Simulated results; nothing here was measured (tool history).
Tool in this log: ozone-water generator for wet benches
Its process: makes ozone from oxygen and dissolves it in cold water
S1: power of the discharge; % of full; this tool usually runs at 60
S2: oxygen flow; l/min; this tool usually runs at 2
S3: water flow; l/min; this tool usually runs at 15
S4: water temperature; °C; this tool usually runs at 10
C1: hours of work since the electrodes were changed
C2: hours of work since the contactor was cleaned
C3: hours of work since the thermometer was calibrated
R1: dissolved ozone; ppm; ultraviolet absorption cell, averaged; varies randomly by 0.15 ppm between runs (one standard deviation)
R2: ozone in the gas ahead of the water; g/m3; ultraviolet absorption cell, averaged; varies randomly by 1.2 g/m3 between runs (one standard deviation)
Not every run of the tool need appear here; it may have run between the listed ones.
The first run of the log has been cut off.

run    hour  S1    S2  S3  S4    C1    C2    C3    R1     R2
  2      93  60     2  10  10   769  4518  3730  25.3  210.8
  3   152.9  60     2  15  10   809  4558  3771    18    208
  4   208.4  60     2  15  10   847  4596  3809  17.8  209.1
  5     257  62     2  15  10   880  4629  3842    18  211.3
  6   295.9  62     2  15  10   907  4656  3869    18  212.3
  7   334.7  62     2  15   7   933  4682  3895  18.5  210.1
      360.2  -- contactor cleaned
  8   428.9  60     2  15  10   995    47  3957  17.9  208.3
  9   522.3  60     2  15  10  1059   111  4020  17.6  207.9
 10   591.4  60     2  15  10  1106   158  4067  17.9  206.7
 11   674.2  68     2  15  10  1162   214  4124  19.2    221
 12   718.4  68     2  15  10  1192   244  4154  19.1    221
 13   764.8  68     2  15  10  1224   276  4186  19.2  221.8
 14   831.3  60     2  15  10  1269   321  4231  17.7  208.6
 15   891.6  52     2  15  10  1310   362  4272  16.5  190.3
 16   956.8  52     2  15  10  1355   407  4316  16.6  189.6
 17    1024  64     2  15  10  1401   453  4362  18.3  213.2
 18  1074.8  64     2  20   8  1435   487  4397  13.9  214.3
 19  1142.2  63  1.73  15  10  1481   533  4443    18  228.5
 20  1191.9  60     2  11  12  1515   567  4477  23.4  206.5
 21  1276.7  60     2  11   9  1573   625  4535  23.9  205.7
 22    1332  43     2  11  10  1611   663  4572  19.5  170.1
 23  1404.4  60     2  15   8  1660   712  4622  18.1  203.5

Forecast run 24:
 24  1461.5  60   2  15   8  1699  751  4661   ?   ?

Logged for run 24: R1 18.1 ppm, R2 204.6 g/m3.
The same run, on a tool lacking any hidden state, would have yielded R1 18.2 ppm, R2 208.1 g/m3.
